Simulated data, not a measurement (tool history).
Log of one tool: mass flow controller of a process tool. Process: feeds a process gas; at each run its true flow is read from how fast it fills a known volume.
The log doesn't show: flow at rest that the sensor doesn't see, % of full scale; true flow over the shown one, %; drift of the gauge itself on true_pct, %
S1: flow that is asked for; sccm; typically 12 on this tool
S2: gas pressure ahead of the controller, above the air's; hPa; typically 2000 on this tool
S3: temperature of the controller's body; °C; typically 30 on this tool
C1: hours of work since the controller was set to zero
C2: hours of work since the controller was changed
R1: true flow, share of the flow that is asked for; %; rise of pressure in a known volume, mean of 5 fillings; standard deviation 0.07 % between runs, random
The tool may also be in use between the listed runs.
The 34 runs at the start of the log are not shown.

run,hour,S1,S2,S3,C1,C2,R1
35,4260.5,12,1510,30,2424,2424,98.63
36,4368.1,12,1510,30,2459,2459,98.56
37,4514.6,2,2000,24,2508,2508,100.03
38,4646.4,5,1930,27,2551,2551,98.56
39,4718.4,5,1930,27,2575,2575,98.47
40,4829,12,2000,22,2612,2612,99.3
41,5000.6,12,2000,22,2668,2668,99.21
42,5174.5,12,1560,25,2726,2726,98.89
43,5314.7,17,2000,24,2772,2772,99.69
44,5438.4,17,2000,24,2813,2813,99.65
45,5593.8,17,1480,23,2864,2864,99.87
46,5713.1,17,1480,23,2904,2904,99.7
47,5852.3,17,1480,23,2950,2950,99.94
48,5966.4,3,2070,31,2988,2988,98.85

Branching from run 48: 4 alternative next runs. What would each branch give?
A,6100.9,7,1440,31,3032,3032,?
B,6100.9,15,2030,21,3032,3032,?
C,6100.9,3,2070,31,3032,3032,?
D,6100.9,2,1650,28,3032,3032,?

run,R1
A,98.16
B,99.68
C,98.7
D,100.05
The same runs, with their run-to-run variation unchanged, on a tool lacking any hidden condition would have given:
run,R1
A,97.61
B,99.62
C,96.92
D,97.19
